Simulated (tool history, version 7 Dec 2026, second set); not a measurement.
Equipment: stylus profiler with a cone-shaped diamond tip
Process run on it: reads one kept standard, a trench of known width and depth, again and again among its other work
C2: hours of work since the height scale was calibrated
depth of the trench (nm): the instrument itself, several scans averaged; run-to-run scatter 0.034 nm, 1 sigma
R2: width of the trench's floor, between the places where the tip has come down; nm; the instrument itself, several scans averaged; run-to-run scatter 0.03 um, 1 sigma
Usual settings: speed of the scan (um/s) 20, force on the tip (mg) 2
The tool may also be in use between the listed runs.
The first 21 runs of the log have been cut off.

Run 22, hour 883.2: usual settings but speed of the scan (um/s) 10; scans with this tip 899; C2 83. Result: depth of the trench (nm) 101.36, R2 47720 nm.
Run 23, hour 913.1: usual settings but speed of the scan (um/s) 10; scans with this tip 1039; C2 96. Result: depth of the trench (nm) 101.39, R2 47710 nm.
Run 24, hour 954.2: usual settings but speed of the scan (um/s) 10; scans with this tip 1232; C2 114. Result: depth of the trench (nm) 101.37, R2 47650 nm.
Run 25, hour 983.8: usual settings but speed of the scan (um/s) 10; scans with this tip 1372; C2 127. Result: depth of the trench (nm) 101.37, R2 47650 nm.
At hour 1003: height scale calibrated on a step standard, once more.
Run 26, hour 1024.9: usual settings but speed of the scan (um/s) 67, force on the tip (mg) 1.34; scans with this tip 1563; C2 10. Result: depth of the trench (nm) 101.09, R2 47350 nm.
Run 27, hour 1076.7: usual settings but speed of the scan (um/s) 8, force on the tip (mg) 1.14; scans with this tip 1806; C2 32. Result: depth of the trench (nm) 100.93, R2 47550 nm.
Run 28, hour 1113.1: usual settings but speed of the scan (um/s) 10; scans with this tip 1977; C2 48. Result: depth of the trench (nm) 101.38, R2 47490 nm.
Run 29, hour 1154.1: usual settings but speed of the scan (um/s) 69, force on the tip (mg) 1.61; scans with this tip 2170; C2 66. Result: depth of the trench (nm) 101.2, R2 47250 nm.
Run 30, hour 1207.3: usual settings but speed of the scan (um/s) 69, force on the tip (mg) 1.61; scans with this tip 2420; C2 89. Result: depth of the trench (nm) 101.24, R2 47190 nm.
Run 31, hour 1234.6: usual settings but speed of the scan (um/s) 13, force on the tip (mg) 0.84; scans with this tip 2548; C2 101. Result: depth of the trench (nm) 100.76, R2 47370 nm.
Run 32, hour 1293.9: usual settings but speed of the scan (um/s) 60, force on the tip (mg) 2.3; scans with this tip 2827; C2 127. Result: depth of the trench (nm) 101.47, R2 47120 nm.
Run 33, hour 1321.4: usual settings but speed of the scan (um/s) 79, force on the tip (mg) 2.26; scans with this tip 2957; C2 139. Result: depth of the trench (nm) 101.47, R2 47080 nm.
Run 34, hour 1366.5: usual settings but speed of the scan (um/s) 7, force on the tip (mg) 1.02; scans with this tip 3169; C2 158. Result: depth of the trench (nm) 100.83, R2 47230 nm.
Run 35, hour 1430.1: usual settings but speed of the scan (um/s) 13, force on the tip (mg) 0.97; scans with this tip 3468; C2 186. Result: depth of the trench (nm) 100.81, R2 47180 nm.
Run 36, hour 1492.2: usual settings but speed of the scan (um/s) 13, force on the tip (mg) 0.97; scans with this tip 3759; C2 213. Result: depth of the trench (nm) 100.83, R2 47100 nm.
Run 37, hour 1541.1: usual settings but speed of the scan (um/s) 12; scans with this tip 3990; C2 234. Result: depth of the trench (nm) 101.33, R2 47080 nm.
Run 38, hour 1596: usual settings but speed of the scan (um/s) 9, force on the tip (mg) 1.56; scans with this tip 4248; C2 258. Result: depth of the trench (nm) 101.06, R2 47020 nm.
Run 39, hour 1622.4: usual settings but force on the tip (mg) 1.15; scans with this tip 4372; C2 270. Result: depth of the trench (nm) 100.89, R2 46990 nm.
Run 40, hour 1678.8: usual settings but force on the tip (mg) 1.15; scans with this tip 4637; C2 294. Result: depth of the trench (nm) 100.85, R2 46900 nm.
Run 41, hour 1715: usual settings but force on the tip (mg) 2.39; scans with this tip 4807; C2 310. Result: depth of the trench (nm) 101.46, R2 46920 nm.
Run 42, hour 1746.4: usual settings but speed of the scan (um/s) 11, force on the tip (mg) 0.78; scans with this tip 4955; C2 324. Result: depth of the trench (nm) 100.69, R2 46940 nm.
Run 43, hour 1791.5: usual settings but speed of the scan (um/s) 13, force on the tip (mg) 1.4; scans with this tip 5167; C2 343. Result: depth of the trench (nm) 101.02, R2 46900 nm.
Run 44, hour 1844.9: usual settings but speed of the scan (um/s) 26, force on the tip (mg) 2.5; scans with this tip 5418; C2 366. Result: depth of the trench (nm) 101.46, R2 46810 nm.
Run 45, hour 1884.9: usual settings but speed of the scan (um/s) 5, force on the tip (mg) 1.36; scans with this tip 5606; C2 384. Result: depth of the trench (nm) 100.82, R2 46790 nm.
Run 46, hour 1919.3: usual settings but speed of the scan (um/s) 52, force on the tip (mg) 5.95; scans with this tip 5768; C2 399. Result: depth of the trench (nm) 102.75, R2 46750 nm.

Branching from run 46: 4 alternative next runs. What would each branch give?
Run A, hour 1969.9: usual settings but speed of the scan (um/s) 18, force on the tip (mg) 1.2; scans with this tip 6006; C2 421. Result: depth of the trench (nm) ?, R2 ?.
Run B, hour 1969.9: usual settings but speed of the scan (um/s) 15, force on the tip (mg) 0.84; scans with this tip 6006; C2 421. Result: depth of the trench (nm) ?, R2 ?.
Run C, hour 1969.9: usual settings but speed of the scan (um/s) 11, force on the tip (mg) 5.65; scans with this tip 6006; C2 421. Result: depth of the trench (nm) ?, R2 ?.
Run D, hour 1969.9: usual settings but speed of the scan (um/s) 11, force on the tip (mg) 5.95; scans with this tip 6006; C2 421. Result: depth of the trench (nm) ?, R2 ?.

run  depth of the trench (nm)     R2
  A                    100.88  46750
  B                     100.6  46780
  C                    102.63  46790
  D                    102.72  46830
Stripped of hidden state, with their random variation kept, the same runs would have yielded:
run  depth of the trench (nm)     R2
  A                    101.04  47960
  B                    100.76  47990
  C                    102.79  47990
  D                    102.89  48030
